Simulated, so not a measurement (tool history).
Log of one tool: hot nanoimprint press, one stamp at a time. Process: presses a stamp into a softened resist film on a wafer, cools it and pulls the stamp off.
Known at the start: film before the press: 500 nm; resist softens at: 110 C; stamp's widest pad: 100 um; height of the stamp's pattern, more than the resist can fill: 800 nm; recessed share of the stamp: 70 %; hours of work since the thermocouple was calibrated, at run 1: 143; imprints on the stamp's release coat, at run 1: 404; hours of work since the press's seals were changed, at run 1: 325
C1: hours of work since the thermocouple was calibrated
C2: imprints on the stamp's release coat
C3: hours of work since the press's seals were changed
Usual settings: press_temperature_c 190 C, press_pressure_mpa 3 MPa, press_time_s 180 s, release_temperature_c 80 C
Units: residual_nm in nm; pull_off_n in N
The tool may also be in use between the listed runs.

Run 1, hour 0: usual settings; C1 143; C2 404; C3 325. Result: residual_nm 231.4 nm, pull_off_n 242 N.
Run 2, hour 26.6: usual settings; C1 155; C2 481; C3 337. Result: residual_nm 230.7 nm, pull_off_n 234 N.
Run 3, hour 46.6: usual settings; C1 164; C2 539; C3 346. Result: residual_nm 230.2 nm, pull_off_n 244 N.
Run 4, hour 66.7: usual settings; C1 173; C2 597; C3 355. Result: residual_nm 231.5 nm, pull_off_n 243 N.
Run 5, hour 79.7: usual settings but press_temperature_c 184 C; C1 179; C2 635; C3 360. Result: residual_nm 286.2 nm, pull_off_n 251 N.
Run 6, hour 105: usual settings but press_temperature_c 184 C; C1 191; C2 708; C3 372. Result: residual_nm 283.7 nm, pull_off_n 253 N.
Run 7, hour 130.6: usual settings but press_temperature_c 184 C; C1 202; C2 782; C3 383. Result: residual_nm 284.1 nm, pull_off_n 260 N.
Run 8, hour 155.1: usual settings but press_temperature_c 184 C; C1 213; C2 853; C3 394. Result: residual_nm 285.1 nm, pull_off_n 256 N.
Run 9, hour 177.9: usual settings but press_pressure_mpa 3.86 MPa; C1 223; C2 919; C3 405. Result: residual_nm 209.5 nm, pull_off_n 264 N.
At hour 195.6: stamp cleaned and given a new release coat.
Run 10, hour 197.5: usual settings but press_pressure_mpa 3.86 MPa; C1 230; C2 5; C3 411. Result: residual_nm 208.9 nm, pull_off_n 214 N.
Run 11, hour 217.2: usual settings but press_pressure_mpa 3.86 MPa; C1 238; C2 63; C3 420. Result: residual_nm 210.5 nm, pull_off_n 218 N.
Run 12, hour 241.1: usual settings; C1 249; C2 132; C3 430. Result: residual_nm 235.9 nm, pull_off_n 219 N.
At hour 248.3: plate thermocouple calibrated.
Run 13, hour 270.5: usual settings; C1 10; C2 208; C3 442. Result: residual_nm 226.7 nm, pull_off_n 229 N.
Run 14, hour 292.5: usual settings; C1 20; C2 272; C3 452. Result: residual_nm 227.1 nm, pull_off_n 226 N.
Run 15, hour 312.1: usual settings; C1 29; C2 328; C3 461. Result: residual_nm 226.6 nm, pull_off_n 239 N.
Run 16, hour 341: usual settings; C1 42; C2 412; C3 474. Result: residual_nm 229.7 nm, pull_off_n 231 N.
Run 17, hour 355.3: usual settings but press_time_s 164 s; C1 48; C2 453; C3 481. Result: residual_nm 234.3 nm, pull_off_n 245 N.
Run 18, hour 375.8: usual settings but press_temperature_c 193 C, press_pressure_mpa 3.6 MPa, press_time_s 96 s, release_temperature_c 87 C; C1 57; C2 513; C3 490. Result: residual_nm 241.9 nm, pull_off_n 193 N.
Run 19, hour 397: usual settings but press_temperature_c 182 C; C1 67; C2 574; C3 499. Result: residual_nm 297 nm, pull_off_n 238 N.
Run 20, hour 417.2: usual settings but press_temperature_c 186 C; C1 76; C2 632; C3 508. Result: residual_nm 265.2 nm, pull_off_n 249 N.
Run 21, hour 435.8: usual settings but press_temperature_c 186 C; C1 85; C2 687; C3 517. Result: residual_nm 261.1 nm, pull_off_n 251 N.
Run 22, hour 462.5: usual settings but press_temperature_c 186 C; C1 97; C2 764; C3 529. Result: residual_nm 263.4 nm, pull_off_n 254 N.
Run 23, hour 477.5: usual settings but press_temperature_c 178 C, press_pressure_mpa 1.94 MPa, press_time_s 226 s, release_temperature_c 85 C; C1 103; C2 807; C3 536. Result: residual_nm 360.2 nm, pull_off_n 225 N.
Run 24, hour 494.7: usual settings but press_temperature_c 200 C, release_temperature_c 85 C; C1 111; C2 857; C3 543. Result: residual_nm 162 nm, pull_off_n 225 N.
Run 25, hour 517: usual settings but press_temperature_c 195 C, press_pressure_mpa 2.82 MPa, press_time_s 133 s, release_temperature_c 85 C; C1 121; C2 921; C3 553. Result: residual_nm 223.6 nm, pull_off_n 235 N.
At hour 534.5: stamp cleaned and given a new release coat.
Run 26, hour 541.7: usual settings but press_temperature_c 194 C, press_pressure_mpa 3.97 MPa, press_time_s 133 s, release_temperature_c 85 C; C1 130; C2 21; C3 562. Result: residual_nm 199.7 nm, pull_off_n 192 N.
Run 27, hour 568.9: usual settings but press_temperature_c 194 C, press_pressure_mpa 3.97 MPa, press_time_s 133 s, release_temperature_c 85 C; C1 142; C2 99; C3 574. Result: residual_nm 197.9 nm, pull_off_n 196 N.
Run 28, hour 591.5: usual settings but press_temperature_c 194 C, press_pressure_mpa 3.97 MPa, press_time_s 133 s, release_temperature_c 85 C; C1 152; C2 165; C3 584. Result: residual_nm 201.1 nm, pull_off_n 197 N.
Run 29, hour 619.2: usual settings but press_temperature_c 194 C, press_pressure_mpa 3.97 MPa, press_time_s 133 s, release_temperature_c 85 C; C1 164; C2 245; C3 597. Result: residual_nm 199.9 nm, pull_off_n 201 N.

4 ways to go on from here, each from the tool as it stands after run 29. What would each give?
Run A, hour 631.2: usual settings but press_temperature_c 197 C, press_pressure_mpa 3.05 MPa, press_time_s 133 s, release_temperature_c 85 C; C1 170; C2 280; C3 602. Result: residual_nm ?, pull_off_n ?.
Run B, hour 631.2: usual settings but press_temperature_c 183 C, press_pressure_mpa 2.51 MPa, release_temperature_c 68 C; C1 170; C2 280; C3 602. Result: residual_nm ?, pull_off_n ?.
Run C, hour 631.2: usual settings but press_temperature_c 194 C, press_pressure_mpa 3.97 MPa, press_time_s 354 s, release_temperature_c 85 C; C1 170; C2 280; C3 602. Result: residual_nm ?, pull_off_n ?.
Run D, hour 631.2: usual settings but press_time_s 190 s, release_temperature_c 83 C; C1 170; C2 280; C3 602. Result: residual_nm ?, pull_off_n ?.

run  residual_nm  pull_off_n
  A        202.3         205
  B        311.7         306
  C        133.7         199
  D        227.2         212
Without the tool's hidden state the same runs would have given:
run  residual_nm  pull_off_n
  A        193.8         189
  B        301.4         284
  C        126.5         184
  D        217.7         196
